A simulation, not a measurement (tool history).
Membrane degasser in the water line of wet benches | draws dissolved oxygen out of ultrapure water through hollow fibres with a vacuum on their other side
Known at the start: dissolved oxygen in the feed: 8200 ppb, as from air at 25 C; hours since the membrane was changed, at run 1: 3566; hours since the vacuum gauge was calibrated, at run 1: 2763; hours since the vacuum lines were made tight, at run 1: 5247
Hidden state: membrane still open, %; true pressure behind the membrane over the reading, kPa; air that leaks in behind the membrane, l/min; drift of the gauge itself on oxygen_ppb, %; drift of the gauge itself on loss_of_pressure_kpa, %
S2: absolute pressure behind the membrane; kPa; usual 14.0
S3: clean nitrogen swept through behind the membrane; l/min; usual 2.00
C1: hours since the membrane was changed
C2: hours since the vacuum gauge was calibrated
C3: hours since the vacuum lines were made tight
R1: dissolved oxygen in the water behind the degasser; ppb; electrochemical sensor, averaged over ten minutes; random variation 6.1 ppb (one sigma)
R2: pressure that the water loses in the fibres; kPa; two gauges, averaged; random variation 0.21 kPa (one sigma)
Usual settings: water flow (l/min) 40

run 1 hour=0.0 | water_flow_(l/min)=40 S2=14.0 S3=2.00 | C1=3566 C2=2763 C3=5247 | R1=618.9 R2=50.77
run 2 hour=64.5 | water_flow_(l/min)=40 S2=14.0 S3=2.00 | C1=3630 C2=2827 C3=5312 | R1=616.8 R2=50.53
run 3 hour=103.3 | water_flow_(l/min)=40 S2=14.0 S3=2.00 | C1=3669 C2=2866 C3=5350 | R1=618.6 R2=50.96
run 4 hour=189.5 | water_flow_(l/min)=44 S2=14.0 S3=2.00 | C1=3755 C2=2953 C3=5437 | R1=724.6 R2=55.93
run 5 hour=229.4 | water_flow_(l/min)=40 S2=14.0 S3=2.00 | C1=3795 C2=2992 C3=5476 | R1=629.2 R2=50.92
run 6 hour=278.9 | water_flow_(l/min)=40 S2=14.0 S3=2.00 | C1=3845 C2=3042 C3=5526 | R1=617.8 R2=51.02
run 7 hour=368.3 | water_flow_(l/min)=40 S2=14.0 S3=2.00 | C1=3934 C2=3131 C3=5615 | R1=630.6 R2=51.27
run 8 hour=413.7 | water_flow_(l/min)=40 S2=14.0 S3=2.00 | C1=3980 C2=3177 C3=5661 | R1=622.5 R2=51.08
run 9 hour=480.5 | water_flow_(l/min)=40 S2=14.0 S3=2.00 | C1=4046 C2=3243 C3=5728 | R1=624.2 R2=51.18
run 10 hour=567.6 | water_flow_(l/min)=40 S2=14.0 S3=2.00 | C1=4134 C2=3331 C3=5815 | R1=625.3 R2=51.04
run 11 hour=612.9 | water_flow_(l/min)=40 S2=14.0 S3=2.00 | C1=4179 C2=3376 C3=5860 | R1=624.1 R2=51.07
run 12 hour=697.4 | water_flow_(l/min)=40 S2=14.0 S3=2.00 | C1=4263 C2=3460 C3=5945 | R1=631.5 R2=51.39
run 13 hour=772.5 | water_flow_(l/min)=26 S2=14.0 S3=2.00 | C1=4338 C2=3536 C3=6020 | R1=359.2 R2=33.22
run 14 hour=824.8 | water_flow_(l/min)=26 S2=14.0 S3=2.00 | C1=4391 C2=3588 C3=6072 | R1=358.8 R2=33.03
run 15 hour=883.8 | water_flow_(l/min)=26 S2=14.0 S3=2.00 | C1=4450 C2=3647 C3=6131 | R1=361.8 R2=33.27
run 16 hour=926.8 | water_flow_(l/min)=37 S2=11.9 S3=2.62 | C1=4493 C2=3690 C3=6174 | R1=416.0 R2=46.96
run 17 hour=963.8 | water_flow_(l/min)=37 S2=11.9 S3=2.62 | C1=4530 C2=3727 C3=6211 | R1=418.3 R2=47.30
run 18 hour=1038.1 | water_flow_(l/min)=38 S2=11.9 S3=2.62 | C1=4604 C2=3801 C3=6285 | R1=424.8 R2=48.76
run 19 hour=1075.3 | water_flow_(l/min)=58 S2=32.6 S3=1.00 | C1=4641 C2=3838 C3=6322 | R1=2660.7 R2=73.60
run 20 hour=1140.8 | water_flow_(l/min)=40 S2=22.1 S3=2.98 | C1=4707 C2=3904 C3=6388 | R1=708.6 R2=50.89
run 21 hour=1230.6 | water_flow_(l/min)=40 S2=22.1 S3=2.98 | C1=4797 C2=3994 C3=6478 | R1=727.5 R2=50.70
run 22 hour=1311.1 | water_flow_(l/min)=49 S2=22.1 S3=5.44 | C1=4877 C2=4074 C3=6558 | R1=664.1 R2=62.34
run 23 hour=1357.2 | water_flow_(l/min)=40 S2=19.1 S3=2.00 | C1=4923 C2=4120 C3=6604 | R1=819.2 R2=50.71
run 24 hour=1413.3 | water_flow_(l/min)=40 S2=19.1 S3=2.00 | C1=4979 C2=4176 C3=6660 | R1=819.4 R2=50.90
run 25 hour=1470.4 | water_flow_(l/min)=40 S2=19.1 S3=2.00 | C1=5036 C2=4233 C3=6717 | R1=817.4 R2=50.97
run 26 hour=1542.6 | water_flow_(l/min)=40 S2=14.9 S3=2.09 | C1=5109 C2=4306 C3=6790 | R1=631.6 R2=51.15
run 27 hour=1631.2 | water_flow_(l/min)=48 S2=14.9 S3=2.09 | C1=5197 C2=4394 C3=6878 | R1=823.0 R2=61.72

Forecast each of these 5 alternatives for the next run:
run A hour=1699.7 | water_flow_(l/min)=40 S2=29.7 S3=1.39 | C1=5266 C2=4463 C3=6947 | R1=? R2=?
run B hour=1699.7 | water_flow_(l/min)=48 S2=8.9 S3=2.09 | C1=5266 C2=4463 C3=6947 | R1=? R2=?
run C hour=1699.7 | water_flow_(l/min)=31 S2=14.0 S3=2.08 | C1=5266 C2=4463 C3=6947 | R1=? R2=?
run D hour=1699.7 | water_flow_(l/min)=48 S2=26.2 S3=3.45 | C1=5266 C2=4463 C3=6947 | R1=? R2=?
run E hour=1699.7 | water_flow_(l/min)=36 S2=14.9 S3=2.09 | C1=5266 C2=4463 C3=6947 | R1=? R2=?

run=A R1=1522.5 R2=50.97
run=B R1=563.1 R2=61.30
run=C R1=430.4 R2=39.84
run=D R1=930.6 R2=61.92
run=E R1=555.1 R2=46.09
Without the tool's hidden state the same runs would have given:
run=A R1=1504.9 R2=50.28
run=B R1=542.4 R2=60.48
run=C R1=418.7 R2=39.31
run=D R1=912.7 R2=61.09
run=E R1=541.0 R2=45.47

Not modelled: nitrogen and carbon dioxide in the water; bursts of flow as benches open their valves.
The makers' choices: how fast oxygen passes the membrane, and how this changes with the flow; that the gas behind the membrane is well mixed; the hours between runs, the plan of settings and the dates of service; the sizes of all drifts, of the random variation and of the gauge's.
